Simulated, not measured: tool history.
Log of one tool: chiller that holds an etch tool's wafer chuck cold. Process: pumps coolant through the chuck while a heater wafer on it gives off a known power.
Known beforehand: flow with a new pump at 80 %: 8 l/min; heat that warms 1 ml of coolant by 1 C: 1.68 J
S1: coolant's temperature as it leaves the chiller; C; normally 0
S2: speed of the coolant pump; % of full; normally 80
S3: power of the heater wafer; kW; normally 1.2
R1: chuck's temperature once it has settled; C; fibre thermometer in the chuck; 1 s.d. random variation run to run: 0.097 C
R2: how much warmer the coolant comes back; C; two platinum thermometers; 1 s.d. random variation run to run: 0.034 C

| run | day | S1 | S2 | S3 | R1 | R2 |
|---|---|---|---|---|---|---|
| 1 | 0 | 0 | 80 | 1.2 | 10.1 | 5.29 |
| 2 | 1.575 | -10 | 80 | 1.2 | -0.03 | 5.33 |
| 3 | 3.333 | 0 | 87 | 1.2 | 9.36 | 4.89 |
| 4 | 4.6 | 0 | 87 | 1.2 | 9.37 | 4.94 |
| 5 | 5.388 | 0 | 87 | 1.2 | 9.17 | 4.94 |
| 6 | 7.083 | 0 | 87 | 1.2 | 9.48 | 4.92 |
| 7 | 8.233 | 0 | 80 | 1.2 | 10.22 | 5.44 |
| 8 | 9.429 | 0 | 80 | 1.2 | 10.18 | 5.35 |
| 9 | 10.55 | 0 | 80 | 1.2 | 10.08 | 5.34 |
| 10 | 11.979 | 0 | 97 | 1.2 | 8.78 | 4.36 |
| 11 | 12.983 | 0 | 97 | 1.2 | 8.79 | 4.41 |
| 12 | 14.05 | 0 | 80 | 1.2 | 10.29 | 5.33 |
| 13 | 15.533 | 0 | 80 | 1.2 | 10.17 | 5.41 |
| 14 | 16.542 | 0 | 80 | 0.801 | 6.99 | 3.54 |
|  | 17.933 | gauge calibrated |
|  | 18.071 | chiller's thermometer calibrated |
| 15 | 18.175 | 0 | 80 | 1.2 | 10.04 | 5.31 |
| 16 | 19.45 | 0 | 80 | 1.2 | 9.95 | 5.33 |
| 17 | 20.979 | 8 | 76 | 1.553 | 21.51 | 7.24 |
| 18 | 21.712 | 0 | 68 | 1.2 | 11.62 | 6.29 |
| 19 | 22.8 | 0 | 68 | 1.2 | 11.61 | 6.32 |
| 20 | 23.908 | 0 | 68 | 1.2 | 12.01 | 6.35 |
| 21 | 24.925 | 2 | 72 | 1.334 | 14.43 | 6.63 |
| 22 | 25.829 | 2 | 86 | 1.637 | 15.02 | 6.76 |
| 23 | 26.608 | -4 | 95 | 1.205 | 4.72 | 4.58 |
| 24 | 28.233 | 1 | 95 | 1.205 | 9.64 | 4.44 |
| 25 | 29.583 | 1 | 95 | 1.205 | 9.91 | 4.52 |
| 26 | 31.342 | 0 | 69 | 0.687 | 6.78 | 3.58 |
| 27 | 32.75 | 8 | 63 | 1.434 | 23.32 | 8.25 |
| 28 | 34.121 | 8 | 99 | 1.434 | 18.18 | 5.07 |
| 29 | 35.388 | 8 | 99 | 1.434 | 18.25 | 5.11 |
| 30 | 36.362 | 8 | 99 | 1.434 | 18.32 | 5.11 |
| 31 | 37.683 | 8 | 99 | 1.434 | 18.34 | 5.15 |

3 options for the next run, each taken on its own from the tool as it stands now. Forecast them:
| A | 38.7 | 0 | 77 | 1.2 | ? | ? |
| B | 38.7 | 10 | 71 | 0.823 | ? | ? |
| C | 38.7 | -2 | 81 | 1.2 | ? | ? |

| run | R1 | R2 |
|---|---|---|
| A | 10.78 | 5.58 |
| B | 18.19 | 4.17 |
| C | 8.41 | 5.27 |
The same runs, with their run-to-run variation unchanged, on a tool lacking any hidden condition would have given:
| run | R1 | R2 |
|---|---|---|
| A | 10.19 | 5.57 |
| B | 17.6 | 4.16 |
| C | 7.82 | 5.26 |
